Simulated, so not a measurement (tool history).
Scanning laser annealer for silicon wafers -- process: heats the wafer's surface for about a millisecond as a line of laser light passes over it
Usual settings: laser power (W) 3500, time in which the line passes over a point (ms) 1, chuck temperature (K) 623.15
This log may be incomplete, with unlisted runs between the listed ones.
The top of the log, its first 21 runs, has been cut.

| run | hour | laser power (W) | time in which the line passes over a point (ms) | chuck temperature (K) | hours of work since the window was cleaned | hours of work since the power meter was calibrated | hours of work since the optics were aligned | highest temperature of the surface (K) |
|---|---|---|---|---|---|---|---|---|
| 22 | 181.9 | 3134 | 1.03 | 598.15 | 10 | 326 | 811 | 1250.15 |
| 23 | 187.7 | 3134 | 1.03 | 598.15 | 13 | 329 | 815 | 1251.15 |
| 24 | 194.9 | 3818 | 0.92 | 594.15 | 17 | 333 | 819 | 1355.15 |
|  | 202.3 | window over the wafer cleaned, once more |
| 25 | 202.4 | 3818 | 0.92 | 594.15 | 0 | 336 | 822 | 1392.15 |
| 26 | 213.9 | 3500 | 0.82 | 639.15 | 6 | 342 | 828 | 1324.15 |
| 27 | 223.1 | 3418 | 1.08 | 617.15 | 12 | 348 | 833 | 1383.15 |
| 28 | 228.6 | 3418 | 1.08 | 617.15 | 15 | 351 | 836 | 1381.15 |
| 29 | 239.6 | 3029 | 0.83 | 602.15 | 21 | 357 | 842 | 1193.15 |
| 30 | 246.6 | 3287 | 1.15 | 584.15 | 25 | 361 | 846 | 1346.15 |
| 31 | 252.2 | 3221 | 1.15 | 618.15 | 28 | 364 | 849 | 1359.15 |
| 32 | 257.3 | 3221 | 1.04 | 618.15 | 31 | 367 | 852 | 1323.15 |
| 33 | 264.8 | 3500 | 0.95 | 623.15 | 35 | 371 | 856 | 1361.15 |
| 34 | 274.3 | 3500 | 0.95 | 623.15 | 40 | 376 | 862 | 1356.15 |
| 35 | 283.5 | 3500 | 1.03 | 584.15 | 45 | 381 | 867 | 1351.15 |

Branching from run 35: 5 alternative next runs. What would each branch give?
| A | 292.7 | 2988 | 0.75 | 635.15 | 50 | 386 | 872 | ? |
| B | 292.7 | 3500 | 1.22 | 623.15 | 50 | 386 | 872 | ? |
| C | 292.7 | 3619 | 0.98 | 657.15 | 50 | 386 | 872 | ? |
| D | 292.7 | 3500 | 0.81 | 586.15 | 50 | 386 | 872 | ? |
| E | 292.7 | 3150 | 0.71 | 601.15 | 50 | 386 | 872 | ? |

| run | highest temperature of the surface (K) |
|---|---|
| A | 1188.15 |
| B | 1460.15 |
| C | 1436.15 |
| D | 1265.15 |
| E | 1176.15 |
Had the tool no hidden state, the same runs would have come out as:
| run | highest temperature of the surface (K) |
|---|---|
| A | 1191.15 |
| B | 1465.15 |
| C | 1440.15 |
| D | 1269.15 |
| E | 1179.15 |
